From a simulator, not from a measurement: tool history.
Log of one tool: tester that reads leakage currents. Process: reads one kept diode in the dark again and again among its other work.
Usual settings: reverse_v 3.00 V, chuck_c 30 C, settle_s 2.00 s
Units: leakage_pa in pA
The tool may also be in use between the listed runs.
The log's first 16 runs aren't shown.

run	hour	reverse_v	chuck_c	settle_s	leakage_pa
17	391.4	3.00	30	2.00	96.02
18	406.0	3.00	29	2.00	89.10
# hour 411.2: chuck's temperature calibrated, once more
19	436.6	3.00	29	2.00	86.80
20	466.8	3.00	29	2.00	86.29
21	501.5	3.00	36	2.00	141.19
22	525.4	3.00	36	2.00	139.90
23	550.9	3.00	36	2.00	140.81
24	570.8	3.00	42	0.40	211.73
25	598.2	5.67	53	3.06	582.65
26	612.3	5.58	53	4.41	576.17
27	628.7	5.58	53	4.41	576.84
28	649.5	5.58	53	3.41	580.88
29	671.6	5.58	53	3.41	580.87
30	687.9	5.58	53	3.41	578.72
31	708.8	1.03	46	8.88	158.67
32	730.2	1.03	46	8.88	159.45
33	749.2	1.03	46	8.88	158.56
34	779.8	1.03	46	8.88	158.85
35	812.5	1.03	46	8.88	159.03
36	842.6	8.51	40	8.88	314.90
37	876.0	2.58	30	1.43	87.41
38	909.5	2.58	30	1.43	87.18
39	930.6	6.42	30	2.00	140.17

Forecast each of these 3 alternatives for the next run:
A	949.9	3.00	20	2.42	?
B	949.9	15.82	21	7.05	?
C	949.9	3.53	30	1.03	?

run	leakage_pa
A	46.37
B	120.01
C	103.06
Without the tool's hidden state the same runs would have given:
run	leakage_pa
A	43.35
B	107.28
C	98.46
